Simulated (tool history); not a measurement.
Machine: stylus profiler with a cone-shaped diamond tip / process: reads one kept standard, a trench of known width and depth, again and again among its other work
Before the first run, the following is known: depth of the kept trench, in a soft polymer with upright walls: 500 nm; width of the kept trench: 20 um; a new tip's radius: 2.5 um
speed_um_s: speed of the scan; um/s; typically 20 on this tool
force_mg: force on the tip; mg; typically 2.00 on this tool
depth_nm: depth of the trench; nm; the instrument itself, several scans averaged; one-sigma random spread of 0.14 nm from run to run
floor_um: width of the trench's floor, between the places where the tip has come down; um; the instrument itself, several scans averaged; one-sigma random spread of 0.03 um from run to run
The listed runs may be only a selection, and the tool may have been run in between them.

Run 1, hour 0.0: usual settings. Result: depth_nm 504.99 nm, floor_um 16.74 um.
Run 2, hour 15.7: usual settings but force_mg 1.47 mg. Result: depth_nm 504.15 nm, floor_um 16.74 um.
Run 3, hour 23.4: usual settings but force_mg 1.97 mg. Result: depth_nm 504.70 nm, floor_um 16.75 um.
Run 4, hour 32.2: usual settings but force_mg 1.97 mg. Result: depth_nm 505.25 nm, floor_um 16.71 um.
Run 5, hour 46.6: usual settings. Result: depth_nm 505.00 nm, floor_um 16.80 um.
Run 6, hour 57.7: usual settings but force_mg 5.15 mg. Result: depth_nm 509.66 nm, floor_um 16.77 um.
Run 7, hour 66.8: usual settings but speed_um_s 7 um/s, force_mg 2.40 mg. Result: depth_nm 505.42 nm, floor_um 16.85 um.
Run 8, hour 84.4: usual settings but speed_um_s 6 um/s, force_mg 5.40 mg. Result: depth_nm 509.91 nm, floor_um 16.86 um.
Run 9, hour 98.2: usual settings but speed_um_s 6 um/s, force_mg 5.40 mg. Result: depth_nm 509.78 nm, floor_um 16.84 um.
Run 10, hour 105.5: usual settings but speed_um_s 13 um/s, force_mg 3.68 mg. Result: depth_nm 507.52 nm, floor_um 16.75 um.
Run 11, hour 115.7: usual settings but speed_um_s 13 um/s, force_mg 2.53 mg. Result: depth_nm 505.82 nm, floor_um 16.76 um.
Run 12, hour 129.7: usual settings but speed_um_s 16 um/s. Result: depth_nm 504.81 nm, floor_um 16.68 um.

Forecast each of these 5 alternatives for the next run:
Run A, hour 147.0: usual settings but speed_um_s 18 um/s, force_mg 2.76 mg. Result: depth_nm ?, floor_um ?.
Run B, hour 147.0: usual settings but speed_um_s 19 um/s, force_mg 1.37 mg. Result: depth_nm ?, floor_um ?.
Run C, hour 147.0: usual settings but speed_um_s 16 um/s, force_mg 1.58 mg. Result: depth_nm ?, floor_um ?.
Run D, hour 147.0: usual settings but speed_um_s 60 um/s, force_mg 0.73 mg. Result: depth_nm ?, floor_um ?.
Run E, hour 147.0: usual settings but speed_um_s 7 um/s. Result: depth_nm ?, floor_um ?.

run  depth_nm  floor_um
  A    506.08     16.73
  B    503.72     16.67
  C    504.08     16.70
  D    502.47     16.12
  E    504.82     16.71
With the hidden condition removed and each run's random variation left untouched, the same runs would have given:
run  depth_nm  floor_um
  A    506.44     16.94
  B    504.08     16.88
  C    504.44     16.90
  D    502.83     16.32
  E    505.18     16.91
